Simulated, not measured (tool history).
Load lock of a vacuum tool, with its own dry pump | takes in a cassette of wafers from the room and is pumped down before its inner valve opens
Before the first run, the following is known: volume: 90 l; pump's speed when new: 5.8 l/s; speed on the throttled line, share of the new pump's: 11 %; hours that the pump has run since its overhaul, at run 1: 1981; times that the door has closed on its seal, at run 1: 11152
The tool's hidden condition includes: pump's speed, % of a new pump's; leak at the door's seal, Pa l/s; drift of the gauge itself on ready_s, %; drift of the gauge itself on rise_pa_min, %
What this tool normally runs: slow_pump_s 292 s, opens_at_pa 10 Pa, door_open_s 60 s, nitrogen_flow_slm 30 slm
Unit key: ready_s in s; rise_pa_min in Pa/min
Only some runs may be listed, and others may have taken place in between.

run,hour,slow_pump_s,opens_at_pa,door_open_s,nitrogen_flow_slm,hours that the pump has run since its overhaul,times that the door has closed on its seal,"incoming humidity of the room's air, %",ready_s,rise_pa_min
1,0.0,292,10,60,30,1981,11152,46.9,404.5,0.016
2,95.3,292,10,60,30,2077,11433,47.8,404.5,0.024
3,218.9,292,10,60,30,2200,11798,42.0,403.7,0.018
4,313.0,292,10,60,5,2294,12076,45.8,404.3,0.046
5,451.3,292,10,60,5,2433,12484,43.9,403.2,0.043
6,652.1,292,10,60,5,2633,13077,42.7,404.3,0.047
7,818.7,292,17,60,5,2800,13569,43.1,394.5,0.036
8,985.7,292,17,60,5,2967,14062,47.6,398.2,0.043
9,1148.7,292,17,60,5,3130,14543,43.1,395.1,0.042
10,1372.7,292,10,60,30,3354,15204,42.1,405.6,0.020
11,1545.5,292,10,60,30,3527,15714,44.0,404.0,0.021
12,1664.6,292,10,60,30,3646,16066,43.6,405.5,0.021
13,1865.0,240,10,60,30,3846,16657,43.7,357.4,0.020
14,1999.9,240,10,202,4,3981,17056,47.8,360.3,0.109
15,2109.2,546,12,52,14,4090,17378,46.1,625.8,0.021
16,2294.9,153,12,30,14,4276,17927,44.6,278.1,0.027
17,2412.4,473,12,30,14,4394,18273,42.6,563.1,0.021
18,2574.1,473,12,30,14,4555,18751,45.0,563.9,0.022
19,2675.4,370,9,115,33,4657,19050,43.8,473.1,0.026
20,2801.4,292,19,60,12,4783,19422,46.5,391.5,0.036
21,2977.7,292,15,60,12,4959,19942,44.4,403.4,0.028

Forecast each of these 5 alternatives for the next run:
A,3192.3,292,8,60,12,5174,20575,46.6,?,?
B,3192.3,151,10,60,30,5174,20575,45.1,?,?
C,3192.3,337,19,100,30,5174,20575,43.2,?,?
D,3192.3,435,10,30,30,5174,20575,47.7,?,?
E,3192.3,292,15,60,8,5174,20575,43.8,?,?

run,ready_s,rise_pa_min
A,408.2,0.035
B,280.2,0.021
C,433.3,0.021
D,532.2,0.012
E,395.2,0.032
Without the tool's hidden state the same runs would have given:
run,ready_s,rise_pa_min
A,408.2,0.035
B,280.2,0.021
C,433.3,0.021
D,532.2,0.012
E,395.1,0.031
